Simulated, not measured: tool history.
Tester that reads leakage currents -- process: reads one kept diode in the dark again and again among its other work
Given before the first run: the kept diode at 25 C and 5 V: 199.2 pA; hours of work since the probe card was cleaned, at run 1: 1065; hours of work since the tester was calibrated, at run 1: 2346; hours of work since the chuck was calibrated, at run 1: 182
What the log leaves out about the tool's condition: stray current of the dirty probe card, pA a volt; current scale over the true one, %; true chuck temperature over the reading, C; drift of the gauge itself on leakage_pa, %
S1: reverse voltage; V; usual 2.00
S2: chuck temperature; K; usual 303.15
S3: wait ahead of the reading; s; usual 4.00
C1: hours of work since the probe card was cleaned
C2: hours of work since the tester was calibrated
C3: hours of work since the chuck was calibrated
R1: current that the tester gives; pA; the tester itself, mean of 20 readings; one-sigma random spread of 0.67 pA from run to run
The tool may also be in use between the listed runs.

{"run": 1, "hour": 0.0, "S1": 2.0, "S2": 303.15, "S3": 4.0, "C1": 1065, "C2": 2346, "C3": 182, "R1": 230.56}
{"run": 2, "hour": 56.1, "S1": 2.0, "S2": 303.15, "S3": 4.0, "C1": 1105, "C2": 2386, "C3": 222, "R1": 230.43}
{"run": 3, "hour": 157.8, "S1": 2.0, "S2": 303.15, "S3": 4.0, "C1": 1177, "C2": 2458, "C3": 293, "R1": 232.9}
{"run": 4, "hour": 241.6, "S1": 2.0, "S2": 303.15, "S3": 4.0, "C1": 1236, "C2": 2517, "C3": 353, "R1": 233.83}
{"run": 5, "hour": 353.6, "S1": 2.0, "S2": 311.15, "S3": 4.0, "C1": 1315, "C2": 2596, "C3": 432, "R1": 426.14}
{"run": 6, "hour": 428.0, "S1": 2.0, "S2": 311.15, "S3": 4.0, "C1": 1368, "C2": 2649, "C3": 484, "R1": 426.99}
{"run": 7, "hour": 489.5, "S1": 2.0, "S2": 311.15, "S3": 4.0, "C1": 1411, "C2": 2692, "C3": 528, "R1": 427.81}
{"run": 8, "hour": 551.6, "S1": 2.0, "S2": 311.15, "S3": 4.0, "C1": 1455, "C2": 2736, "C3": 572, "R1": 428.12}
{"run": 9, "hour": 645.2, "S1": 2.0, "S2": 303.15, "S3": 4.0, "C1": 1521, "C2": 2802, "C3": 638, "R1": 238.41}
{"run": 10, "hour": 741.6, "S1": 16.67, "S2": 303.15, "S3": 4.0, "C1": 1589, "C2": 2870, "C3": 706, "R1": 473.43}
{"run": 11, "hour": 793.0, "S1": 2.0, "S2": 303.15, "S3": 4.0, "C1": 1625, "C2": 2907, "C3": 742, "R1": 240.56}
{"hour": 822.1, "done": "chuck's temperature calibrated"}
{"run": 12, "hour": 854.2, "S1": 2.0, "S2": 303.15, "S3": 4.0, "C1": 1667, "C2": 2949, "C3": 23, "R1": 243.67}
{"run": 13, "hour": 917.2, "S1": 3.55, "S2": 298.15, "S3": 4.0, "C1": 1712, "C2": 2993, "C3": 67, "R1": 200.25}
{"run": 14, "hour": 1016.3, "S1": 3.55, "S2": 298.15, "S3": 4.0, "C1": 1782, "C2": 3063, "C3": 137, "R1": 201.45}
{"run": 15, "hour": 1136.8, "S1": 3.55, "S2": 298.15, "S3": 4.0, "C1": 1867, "C2": 3148, "C3": 222, "R1": 202.85}
{"run": 16, "hour": 1259.4, "S1": 3.55, "S2": 298.15, "S3": 4.0, "C1": 1954, "C2": 3235, "C3": 309, "R1": 204.41}
{"run": 17, "hour": 1348.8, "S1": 2.08, "S2": 309.15, "S3": 2.66, "C1": 2017, "C2": 3298, "C3": 372, "R1": 396.07}
{"run": 18, "hour": 1443.7, "S1": 2.11, "S2": 303.15, "S3": 0.64, "C1": 2084, "C2": 3365, "C3": 439, "R1": 255.77}
{"run": 19, "hour": 1506.1, "S1": 15.91, "S2": 320.15, "S3": 4.0, "C1": 2128, "C2": 3409, "C3": 483, "R1": 1630.67}
{"hour": 1564.2, "done": "chuck's temperature calibrated, once more"}
{"run": 20, "hour": 1623.9, "S1": 14.08, "S2": 296.15, "S3": 5.29, "C1": 2210, "C2": 3491, "C3": 42, "R1": 260.68}
{"run": 21, "hour": 1713.0, "S1": 5.72, "S2": 320.15, "S3": 0.37, "C1": 2273, "C2": 3554, "C3": 105, "R1": 1092.08}
{"hour": 1721.5, "done": "tester calibrated"}
{"hour": 1789.0, "done": "probe card cleaned and baked"}
{"run": 22, "hour": 1834.2, "S1": 5.72, "S2": 320.15, "S3": 0.37, "C1": 32, "C2": 78, "C3": 187, "R1": 1074.11}
{"run": 23, "hour": 1924.1, "S1": 13.22, "S2": 303.15, "S3": 4.0, "C1": 95, "C2": 141, "C3": 251, "R1": 404.66}

Here are 3 independent what-if runs from the current tool condition. What would each one return?
{"run": "A", "hour": 2038.4, "S1": 4.19, "S2": 295.15, "S3": 1.57, "C1": 176, "C2": 222, "C3": 331, "R1": "?"}
{"run": "B", "hour": 2038.4, "S1": 2.0, "S2": 303.15, "S3": 6.12, "C1": 176, "C2": 222, "C3": 331, "R1": "?"}
{"run": "C", "hour": 2038.4, "S1": 13.22, "S2": 303.15, "S3": 6.17, "C1": 176, "C2": 222, "C3": 331, "R1": "?"}

run=A R1=153.26
run=B R1=228.74
run=C R1=409.38
With no hidden state in the tool, these same runs would have given:
run=A R1=148.61
run=B R1=222.65
run=C R1=397.14
